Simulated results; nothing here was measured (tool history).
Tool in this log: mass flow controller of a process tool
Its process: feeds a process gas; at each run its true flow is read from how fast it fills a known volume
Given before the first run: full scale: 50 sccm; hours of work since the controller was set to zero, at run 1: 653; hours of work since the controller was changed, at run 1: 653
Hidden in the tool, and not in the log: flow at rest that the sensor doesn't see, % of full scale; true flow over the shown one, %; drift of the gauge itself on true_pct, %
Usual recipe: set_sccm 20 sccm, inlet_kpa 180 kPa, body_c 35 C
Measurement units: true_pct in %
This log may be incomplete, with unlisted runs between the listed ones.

| run | hour | set_sccm | inlet_kpa | body_c | hours of work since the controller was set to zero | hours of work since the controller was changed | true_pct |
|---|---|---|---|---|---|---|---|
| 1 | 0 | 20 | 180 | 35 | 653 | 653 | 97.23 |
| 2 | 50.7 | 20 | 180 | 35 | 680 | 680 | 97.23 |
| 3 | 142.1 | 20 | 180 | 35 | 727 | 727 | 97.23 |
| 4 | 184.2 | 20 | 172 | 35 | 749 | 749 | 97.2 |
| 5 | 272.9 | 20 | 172 | 35 | 796 | 796 | 97.08 |
| 6 | 315.2 | 20 | 172 | 35 | 818 | 818 | 97.11 |
| 7 | 412.9 | 20 | 180 | 35 | 869 | 869 | 96.95 |
| 8 | 505.7 | 20 | 180 | 35 | 917 | 917 | 96.85 |
| 9 | 552.1 | 20 | 259 | 36 | 941 | 941 | 96.61 |
| 10 | 640.8 | 9 | 172 | 36 | 987 | 987 | 96.12 |
| 11 | 689.1 | 31 | 243 | 23 | 1013 | 1013 | 98.4 |
| 12 | 741.1 | 40 | 174 | 36 | 1040 | 1040 | 97.97 |
| 13 | 829.9 | 8 | 243 | 35 | 1086 | 1086 | 95.72 |
| 14 | 880.3 | 24 | 223 | 30 | 1112 | 1112 | 96.97 |
|  | 944.3 | gauge calibrated |
| 15 | 947.4 | 9 | 164 | 35 | 1147 | 1147 | 96.68 |
| 16 | 1020.2 | 17 | 180 | 37 | 1185 | 1185 | 96.93 |

What differs in the tool's unlogged condition from the final listed run ahead of each entry between runs to the first listed run following it?
Runs 14 to 15: gauge calibrated (hour 944.3)
  drift of the gauge itself on true_pct, %: -0.73 -> 0
  what was measured, less what the result would be without the hidden state, true_pct: -0.72 -> +0 %
